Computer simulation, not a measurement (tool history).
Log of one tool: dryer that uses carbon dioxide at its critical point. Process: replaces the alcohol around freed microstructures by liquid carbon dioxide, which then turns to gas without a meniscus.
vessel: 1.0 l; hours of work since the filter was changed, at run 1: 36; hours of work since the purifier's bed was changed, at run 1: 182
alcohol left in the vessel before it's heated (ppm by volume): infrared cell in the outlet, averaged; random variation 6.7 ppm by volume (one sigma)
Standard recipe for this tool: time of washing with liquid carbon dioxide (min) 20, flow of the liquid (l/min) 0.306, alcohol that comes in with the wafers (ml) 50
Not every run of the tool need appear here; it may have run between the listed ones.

run,hour,time of washing with liquid carbon dioxide (min),flow of the liquid (l/min),alcohol that comes in with the wafers (ml),hours of work since the filter was changed,hours of work since the purifier's bed was changed,alcohol left in the vessel before it's heated (ppm by volume)
1,0.0,20,0.306,50,36,182,343
2,31.1,20,0.411,50,52,198,71
3,57.1,20,0.306,50,66,212,357
4,78.0,20,0.306,50,76,222,369
5,100.3,20,0.186,50,88,234,2784
6,120.2,20,0.306,50,98,244,393
7,153.0,20,0.306,50,115,261,409
8,184.9,20,0.306,50,131,277,421
9,206.5,20,0.306,50,142,288,445
10,237.6,20,0.306,50,158,305,454
11,266.1,20,0.306,50,173,319,485
12,293.2,20,0.306,50,187,333,500
13,326.0,15,0.306,50,204,350,1592
14,343.3,20,0.306,50,213,359,530
15,370.3,20,0.306,50,227,373,535
16,385.8,20,0.306,50,235,381,567
17,411.5,20,0.306,50,248,394,580
18,433.5,20,0.306,50,259,405,598
19,450.2,20,0.306,48,268,414,577
# hour 473.5: inlet filter changed
20,474.8,20,0.306,48,1,426,313
21,502.9,20,0.306,48,15,440,320
22,532.2,20,0.306,48,30,455,332
23,557.0,22,0.281,48,43,468,330
24,578.2,20,0.228,104,54,479,2796
25,592.6,20,0.190,29,61,487,1514
26,625.3,20,0.388,36,78,503,79
27,649.4,17,0.204,118,90,516,7935
28,680.3,17,0.204,118,106,532,8398
29,704.8,15,0.258,54,119,544,2677
30,719.4,27,0.435,57,126,552,36
31,745.4,27,0.435,57,140,565,40
32,761.2,20,0.306,32,148,573,310
33,787.5,14,0.306,31,161,587,1172
34,811.6,14,0.306,31,174,599,1228
35,830.7,23,0.508,23,184,609,45
36,845.6,23,0.508,23,191,617,41
37,871.2,23,0.508,23,204,630,58
38,887.7,24,0.306,50,213,638,235
39,904.5,23,0.238,37,222,647,689
40,920.5,22,0.186,49,230,655,2678
41,948.0,20,0.213,25,244,669,1222

The logged runs with the hidden state left out (each run's random variation unchanged):
Hidden conditions of the tool in this case: flow that reaches the vessel past the clogged filter, %; alcohol in the recycled carbon dioxide, ppm; drift of the gauge itself on alcohol_ppm, %.
run,alcohol left in the vessel before it's heated (ppm by volume)
1,299
2,51
3,287
4,290
5,2408
6,290
7,292
8,285
9,295
10,289
11,295
12,298
13,1053
14,294
15,283
16,294
17,292
18,298
19,277
20,286
21,281
22,281
23,269
24,2471
25,1338
26,37
27,6885
28,7126
29,2165
30,5
31,7
32,190
33,846
34,866
35,11
36,6
37,23
38,103
39,393
40,1790
41,770
